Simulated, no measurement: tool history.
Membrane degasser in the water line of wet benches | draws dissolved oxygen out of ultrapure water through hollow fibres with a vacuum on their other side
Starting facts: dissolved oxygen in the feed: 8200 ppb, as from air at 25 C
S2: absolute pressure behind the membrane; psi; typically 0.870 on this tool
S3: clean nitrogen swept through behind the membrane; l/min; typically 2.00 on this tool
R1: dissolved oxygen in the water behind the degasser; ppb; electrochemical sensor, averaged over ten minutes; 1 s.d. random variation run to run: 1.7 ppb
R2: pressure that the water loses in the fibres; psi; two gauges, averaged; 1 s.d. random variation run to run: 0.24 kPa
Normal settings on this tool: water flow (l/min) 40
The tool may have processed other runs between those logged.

{"run": 1, "hour": 0.0, "water flow (l/min)": 40, "S2": 0.87, "S3": 2.0, "R1": 180.4, "R2": 9.256}
{"run": 2, "hour": 219.7, "water flow (l/min)": 40, "S2": 0.87, "S3": 2.0, "R1": 182.1, "R2": 9.281}
{"run": 3, "hour": 449.3, "water flow (l/min)": 40, "S2": 0.953, "S3": 2.0, "R1": 207.7, "R2": 9.358}
{"hour": 491.7, "done": "seals of the vacuum lines changed"}
{"run": 4, "hour": 605.8, "water flow (l/min)": 40, "S2": 0.953, "S3": 2.0, "R1": 206.9, "R2": 9.282}
{"run": 5, "hour": 785.7, "water flow (l/min)": 52, "S2": 0.953, "S3": 2.0, "R1": 334.0, "R2": 12.153}
{"run": 6, "hour": 1054.0, "water flow (l/min)": 52, "S2": 0.953, "S3": 2.0, "R1": 335.3, "R2": 12.098}
{"run": 7, "hour": 1275.0, "water flow (l/min)": 52, "S2": 0.953, "S3": 2.0, "R1": 335.0, "R2": 12.103}
{"run": 8, "hour": 1477.9, "water flow (l/min)": 40, "S2": 0.87, "S3": 2.0, "R1": 184.2, "R2": 9.382}
{"run": 9, "hour": 1651.2, "water flow (l/min)": 40, "S2": 0.87, "S3": 2.0, "R1": 187.0, "R2": 9.343}
{"run": 10, "hour": 1826.4, "water flow (l/min)": 40, "S2": 0.87, "S3": 2.0, "R1": 183.6, "R2": 9.359}
{"run": 11, "hour": 2075.5, "water flow (l/min)": 40, "S2": 0.87, "S3": 2.0, "R1": 189.2, "R2": 9.327}
{"hour": 2191.7, "done": "vacuum gauge calibrated"}
{"run": 12, "hour": 2378.8, "water flow (l/min)": 28, "S2": 0.87, "S3": 2.0, "R1": 113.4, "R2": 6.544}
{"run": 13, "hour": 2682.0, "water flow (l/min)": 28, "S2": 0.87, "S3": 2.0, "R1": 113.3, "R2": 6.611}
{"run": 14, "hour": 2922.8, "water flow (l/min)": 28, "S2": 0.87, "S3": 2.0, "R1": 113.7, "R2": 6.554}
{"hour": 3067.3, "done": "vacuum gauge calibrated, once more"}
{"run": 15, "hour": 3197.5, "water flow (l/min)": 28, "S2": 0.87, "S3": 2.0, "R1": 96.8, "R2": 6.596}
{"run": 16, "hour": 3356.8, "water flow (l/min)": 40, "S2": 0.553, "S3": 2.0, "R1": 79.7, "R2": 9.439}
{"run": 17, "hour": 3634.0, "water flow (l/min)": 47, "S2": 1.775, "S3": 1.97, "R1": 550.3, "R2": 11.117}
{"run": 18, "hour": 3898.0, "water flow (l/min)": 31, "S2": 0.87, "S3": 3.4, "R1": 78.1, "R2": 7.329}
{"run": 19, "hour": 4162.2, "water flow (l/min)": 33, "S2": 0.87, "S3": 1.31, "R1": 180.3, "R2": 7.826}
{"run": 20, "hour": 4452.7, "water flow (l/min)": 33, "S2": 0.647, "S3": 1.13, "R1": 104.5, "R2": 7.886}
{"run": 21, "hour": 4650.3, "water flow (l/min)": 54, "S2": 0.725, "S3": 2.36, "R1": 258.4, "R2": 12.833}
{"run": 22, "hour": 4880.3, "water flow (l/min)": 27, "S2": 0.87, "S3": 2.0, "R1": 97.4, "R2": 6.403}
{"run": 23, "hour": 5099.5, "water flow (l/min)": 27, "S2": 0.87, "S3": 2.0, "R1": 99.7, "R2": 6.476}
{"run": 24, "hour": 5393.4, "water flow (l/min)": 27, "S2": 0.87, "S3": 2.0, "R1": 98.8, "R2": 6.461}
{"run": 25, "hour": 5561.7, "water flow (l/min)": 27, "S2": 0.87, "S3": 2.0, "R1": 99.4, "R2": 6.435}
{"run": 26, "hour": 5725.1, "water flow (l/min)": 43, "S2": 0.87, "S3": 5.01, "R1": 135.9, "R2": 10.306}
{"run": 27, "hour": 5954.0, "water flow (l/min)": 39, "S2": 0.87, "S3": 2.0, "R1": 175.7, "R2": 9.416}
{"run": 28, "hour": 6245.9, "water flow (l/min)": 43, "S2": 0.908, "S3": 2.0, "R1": 226.9, "R2": 10.327}
{"run": 29, "hour": 6529.3, "water flow (l/min)": 40, "S2": 0.66, "S3": 2.0, "R1": 127.2, "R2": 9.619}
{"run": 30, "hour": 6815.8, "water flow (l/min)": 40, "S2": 0.66, "S3": 2.0, "R1": 125.7, "R2": 9.62}
{"run": 31, "hour": 6979.3, "water flow (l/min)": 40, "S2": 0.66, "S3": 2.0, "R1": 125.0, "R2": 9.712}
{"run": 32, "hour": 7134.7, "water flow (l/min)": 40, "S2": 0.598, "S3": 2.0, "R1": 106.4, "R2": 9.671}

The same runs without the tool's hidden state, with the same run-to-run variation:
Hidden state present: membrane still open, %; true pressure behind the membrane over the reading, kPa; air that leaks in behind the membrane, l/min; drift of the gauge itself on oxygen_ppb, %; drift of the gauge itself on loss_of_pressure_kpa, %.
run=1 R1=161.0 R2=8.959
run=2 R1=161.7 R2=8.971
run=3 R1=186.4 R2=9.036
run=4 R1=186.3 R2=8.955
run=5 R1=299.1 R2=11.713
run=6 R1=298.8 R2=11.641
run=7 R1=297.4 R2=11.636
run=8 R1=160.3 R2=9.010
run=9 R1=162.1 R2=8.965
run=10 R1=158.6 R2=8.972
run=11 R1=162.7 R2=8.929
run=12 R1=96.5 R2=6.254
run=13 R1=95.9 R2=6.309
run=14 R1=95.7 R2=6.245
run=15 R1=93.3 R2=6.277
run=16 R1=66.5 R2=8.975
run=17 R1=527.9 R2=10.553
run=18 R1=71.9 R2=6.946
run=19 R1=169.5 R2=7.409
run=20 R1=92.3 R2=7.453
run=21 R1=219.5 R2=12.116
run=22 R1=90.7 R2=6.038
run=23 R1=92.4 R2=6.100
run=24 R1=90.9 R2=6.076
run=25 R1=91.3 R2=6.047
run=26 R1=112.5 R2=9.673
run=27 R1=153.8 R2=8.830
run=28 R1=197.3 R2=9.665
run=29 R1=100.9 R2=8.988
run=30 R1=98.8 R2=8.975
run=31 R1=97.5 R2=9.055
run=32 R1=78.7 R2=9.008
